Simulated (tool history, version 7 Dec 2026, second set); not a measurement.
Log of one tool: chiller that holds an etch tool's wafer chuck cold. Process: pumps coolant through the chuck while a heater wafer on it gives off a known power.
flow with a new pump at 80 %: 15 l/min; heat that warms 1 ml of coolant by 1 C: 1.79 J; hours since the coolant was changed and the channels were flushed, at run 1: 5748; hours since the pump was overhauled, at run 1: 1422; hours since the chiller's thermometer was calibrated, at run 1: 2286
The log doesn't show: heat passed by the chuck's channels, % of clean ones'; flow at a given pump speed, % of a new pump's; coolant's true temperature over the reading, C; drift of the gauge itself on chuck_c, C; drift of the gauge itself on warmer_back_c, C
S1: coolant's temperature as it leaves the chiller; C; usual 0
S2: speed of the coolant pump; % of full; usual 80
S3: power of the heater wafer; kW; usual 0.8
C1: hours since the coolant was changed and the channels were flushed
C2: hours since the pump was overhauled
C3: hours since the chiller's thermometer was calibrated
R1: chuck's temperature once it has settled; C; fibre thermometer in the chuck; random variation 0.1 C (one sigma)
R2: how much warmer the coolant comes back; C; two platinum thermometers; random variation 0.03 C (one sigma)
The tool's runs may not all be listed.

| run | hour | S1 | S2 | S3 | C1 | C2 | C3 | R1 | R2 |
|---|---|---|---|---|---|---|---|---|---|
| 1 | 0 | 0 | 80 | 0.8 | 5748 | 1422 | 2286 | 8.6 | 1.79 |
| 2 | 34.4 | 0 | 80 | 0.8 | 5782 | 1457 | 2320 | 8.8 | 1.79 |
| 3 | 64.4 | 0 | 80 | 0.8 | 5812 | 1487 | 2350 | 8.7 | 1.83 |
| 4 | 108.8 | 1 | 80 | 0.8 | 5856 | 1531 | 2395 | 9.6 | 1.78 |
| 5 | 146.5 | 1 | 80 | 0.8 | 5894 | 1569 | 2432 | 9.7 | 1.8 |
| 6 | 173.6 | 1 | 80 | 0.8 | 5921 | 1596 | 2459 | 9.8 | 1.83 |
| 7 | 202.3 | 1 | 80 | 0.8 | 5950 | 1625 | 2488 | 9.8 | 1.81 |
| 8 | 234.2 | 1 | 80 | 0.8 | 5982 | 1657 | 2520 | 9.7 | 1.83 |
| 9 | 259 | 1 | 80 | 0.8 | 6006 | 1681 | 2545 | 9.8 | 1.84 |
| 10 | 283.8 | 0 | 94 | 0.8 | 6031 | 1706 | 2570 | 7.9 | 1.49 |
| 11 | 308 | 0 | 94 | 0.8 | 6056 | 1730 | 2594 | 8 | 1.48 |
| 12 | 337.3 | 0 | 94 | 0.8 | 6085 | 1760 | 2623 | 7.8 | 1.5 |
| 13 | 378.9 | 0 | 94 | 0.8 | 6126 | 1801 | 2665 | 7.9 | 1.52 |
|  | 403.7 | chiller's thermometer calibrated |
| 14 | 421.1 | 0 | 94 | 0.8 | 6168 | 1842 | 17 | 7.5 | 1.45 |
| 15 | 462.6 | 0 | 87 | 0.746 | 6209 | 1884 | 59 | 7.4 | 1.57 |
| 16 | 508.8 | -9 | 70 | 0.8 | 6255 | 1930 | 105 | 0.3 | 2.07 |
| 17 | 551.5 | -3 | 72 | 0.499 | 6298 | 1973 | 148 | 2.5 | 1.26 |
| 18 | 576.9 | -3 | 82 | 0.684 | 6323 | 1998 | 173 | 3.9 | 1.52 |
| 19 | 603 | -6 | 70 | 0.8 | 6350 | 2024 | 199 | 3.1 | 2.13 |
| 20 | 644.2 | 0 | 88 | 0.421 | 6391 | 2066 | 241 | 3.9 | 0.88 |
| 21 | 680.2 | 0 | 73 | 0.421 | 6427 | 2102 | 277 | 4.9 | 1.08 |
| 22 | 725.7 | -9 | 96 | 0.8 | 6472 | 2147 | 322 | -1.4 | 1.53 |
| 23 | 751.6 | 0 | 87 | 0.8 | 6498 | 2173 | 348 | 7.9 | 1.72 |
| 24 | 789 | -3 | 80 | 0.788 | 6535 | 2210 | 385 | 5.3 | 1.87 |
| 25 | 834.1 | -3 | 80 | 0.788 | 6581 | 2255 | 430 | 5.4 | 1.74 |
| 26 | 858.6 | 4 | 80 | 0.665 | 6605 | 2280 | 455 | 10.9 | 1.52 |
| 27 | 886.4 | 0 | 77 | 0.8 | 6633 | 2308 | 483 | 8.7 | 1.96 |
| 28 | 911.9 | 0 | 77 | 0.8 | 6658 | 2333 | 508 | 8.7 | 1.93 |

3 ways to go on from here, each from the tool as it stands after run 28. What would each give?
| A | 938 | 0 | 80 | 0.8 | 6685 | 2359 | 534 | ? | ? |
| B | 938 | -7 | 80 | 0.666 | 6685 | 2359 | 534 | ? | ? |
| C | 938 | 7 | 81 | 0.8 | 6685 | 2359 | 534 | ? | ? |

| run | R1 | R2 |
|---|---|---|
| A | 8.5 | 1.81 |
| B | -0.1 | 1.51 |
| C | 15.5 | 1.8 |
Without the tool's hidden state the same runs would have given:
| run | R1 | R2 |
|---|---|---|
| A | 7.1 | 1.76 |
| B | -1.2 | 1.47 |
| C | 14.1 | 1.75 |
